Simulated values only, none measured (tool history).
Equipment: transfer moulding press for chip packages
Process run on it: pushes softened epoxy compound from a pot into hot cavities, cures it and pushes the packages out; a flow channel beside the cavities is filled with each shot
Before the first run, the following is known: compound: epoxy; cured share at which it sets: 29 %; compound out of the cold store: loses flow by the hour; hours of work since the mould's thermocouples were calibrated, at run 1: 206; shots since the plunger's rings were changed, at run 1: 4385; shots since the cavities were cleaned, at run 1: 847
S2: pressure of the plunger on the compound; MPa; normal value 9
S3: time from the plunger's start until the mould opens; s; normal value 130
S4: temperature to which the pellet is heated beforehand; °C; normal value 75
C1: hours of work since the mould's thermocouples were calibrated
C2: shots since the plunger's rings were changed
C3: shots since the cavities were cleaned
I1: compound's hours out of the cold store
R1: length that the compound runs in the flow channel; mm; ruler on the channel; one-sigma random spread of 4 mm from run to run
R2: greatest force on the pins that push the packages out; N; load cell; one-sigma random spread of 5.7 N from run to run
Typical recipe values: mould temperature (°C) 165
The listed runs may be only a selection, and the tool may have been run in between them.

run 1 hour=0 | mould_temperature_(°C)=165 S2=9 S3=130 S4=75 | C1=206 C2=4385 C3=847 | I1=44.4 | R1=492 R2=354
run 2 hour=7 | mould_temperature_(°C)=165 S2=9 S3=130 S4=75 | C1=210 C2=4438 C3=900 | I1=14.9 | R1=548 R2=386
run 3 hour=12.7 | mould_temperature_(°C)=165 S2=9 S3=130 S4=81 | C1=213 C2=4482 C3=944 | I1=42.8 | R1=481 R2=369
-- hour=17.3 cavities cleaned with cleaning compound and waxed
run 4 hour=20.7 | mould_temperature_(°C)=165 S2=9 S3=130 S4=81 | C1=216 C2=4532 C3=26 | I1=41.5 | R1=487 R2=211
run 5 hour=32.3 | mould_temperature_(°C)=165 S2=9 S3=130 S4=81 | C1=223 C2=4620 C3=114 | I1=30.3 | R1=518 R2=226
run 6 hour=40.6 | mould_temperature_(°C)=165 S2=9 S3=124 S4=81 | C1=227 C2=4684 C3=178 | I1=22.1 | R1=534 R2=277
run 7 hour=51 | mould_temperature_(°C)=161 S2=7.11 S3=124 S4=81 | C1=233 C2=4763 C3=257 | I1=39.6 | R1=444 R2=379
run 8 hour=62.8 | mould_temperature_(°C)=165 S2=9.21 S3=117 S4=68 | C1=239 C2=4854 C3=348 | I1=34.3 | R1=511 R2=346
run 9 hour=70.7 | mould_temperature_(°C)=165 S2=9.21 S3=117 S4=68 | C1=243 C2=4914 C3=408 | I1=10.2 | R1=560 R2=383
run 10 hour=82.9 | mould_temperature_(°C)=165 S2=8.97 S3=116 S4=74 | C1=250 C2=5006 C3=500 | I1=17.4 | R1=538 R2=410

Run 11 has not been measured yet. What should we expect?
run 11 hour=89.9 | mould_temperature_(°C)=168 S2=8.97 S3=140 S4=74 | C1=254 C2=5060 C3=554 | I1=24.2 | R1=? R2=?

{"run 11": {"R1": 513, "R2": 269}}
Take away the tool's hidden state, keep the run-to-run variation as it was, and the same run would have given R1 572 mm, R2 171 N.

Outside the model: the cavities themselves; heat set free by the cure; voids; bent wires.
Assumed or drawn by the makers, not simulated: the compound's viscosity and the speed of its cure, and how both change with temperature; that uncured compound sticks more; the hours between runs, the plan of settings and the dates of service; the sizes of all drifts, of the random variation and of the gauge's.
